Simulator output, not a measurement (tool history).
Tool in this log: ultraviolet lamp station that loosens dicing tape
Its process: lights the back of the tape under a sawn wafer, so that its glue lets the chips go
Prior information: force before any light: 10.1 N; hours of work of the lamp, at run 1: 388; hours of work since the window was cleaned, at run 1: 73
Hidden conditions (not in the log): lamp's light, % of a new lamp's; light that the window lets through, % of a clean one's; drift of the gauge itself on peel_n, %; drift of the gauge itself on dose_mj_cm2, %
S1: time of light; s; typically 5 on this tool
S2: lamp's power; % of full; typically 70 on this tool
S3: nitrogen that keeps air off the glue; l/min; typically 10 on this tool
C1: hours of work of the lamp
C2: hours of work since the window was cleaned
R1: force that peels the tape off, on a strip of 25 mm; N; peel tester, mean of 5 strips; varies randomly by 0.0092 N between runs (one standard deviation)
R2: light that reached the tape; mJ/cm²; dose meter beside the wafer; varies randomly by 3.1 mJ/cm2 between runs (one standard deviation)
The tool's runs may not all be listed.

run    hour  S1  S2  S3    C1   C2     R1   R2
  1       0   5  70  10   388   73  0.501  416
  2    74.6   5  70  10   420  106  0.521  414
  3   156.6   5  63  10   455  141   0.67  364
  4   197.4   5  63  10   473  159  0.706  358
  5   284.3   5  70  10   510  196  0.593  389
  6   327.2   5  70  10   529  215  0.594  391
  7   397.8   5  70  10   559  245  0.618  378
      436.2  -- window cleaned of glue's vapour
  8   461.7   5  64  10   587   11  0.852  326
  9   544.8   5  64  10   622   47  0.858  327
 10   602.6   5  64  10   647   72    0.9  323
 11   661.7   5  64  10   673   97  0.893  319
 12   726.8   4  70  10   701  125  1.231  273
 13   787.2   4  70  10   727  151  1.277  268
 14   875.3   4  70  10   765  189  1.339  259
      970.9  -- window cleaned of glue's vapour, once more
 15   970.9   5  76  10   806    0  0.553  406
 16    1032   5  92  10   832   26  0.359  486
 17  1080.2   5  70   5   853   47  1.059  369
 18  1172.9   5  70   5   893   87  1.159  356
 19    1268   5  70  10   934  128  0.737  355
 20  1363.2   5  70  10   975  169  0.762  344
 21    1430   5  70  10  1004  198  0.826  337
 22  1495.4   5  70  10  1032  226  0.837  329
     1554.6  -- lamp changed
     1576.9  -- window cleaned of glue's vapour
 23  1576.9   5  95  14     9    0  0.215  642
 24  1639.7   5  68  19    36   27  0.306  450
 25  1711.2   2  70  11    67   58   2.24  187
 26    1807   4  70   8   109   99  0.806  360
 27  1870.6   2  70  11   136  127  2.349  180
 28  1926.9   3  89  11   160  151  0.765  332
 29  1997.8   6  78   9   191  181  0.281  576
 30  2091.9   5  86  13   231  222  0.281  515
 31  2173.6   5  86  13   267  257  0.304  512
     2188.2  -- window cleaned of glue's vapour
 32  2243.5   6  76  19   297   24  0.222  577
 33  2341.4   5  81  18   339   66   0.27  500
 34  2421.7   5  81   7   373  101  0.462  491
 35  2505.5   5  70   7   409  137  0.658  414
 36  2577.4   5  70   7   440  168  0.697  410

What will run 37 give?
 37  2625.7   4  62   8  461  189   ?   ?

R1: 1.274 N
R2: 287 mJ/cm²
If the tool had no hidden condition, the same run with the same run-to-run variation would have returned R1 0.914 N, R2 339 mJ/cm².
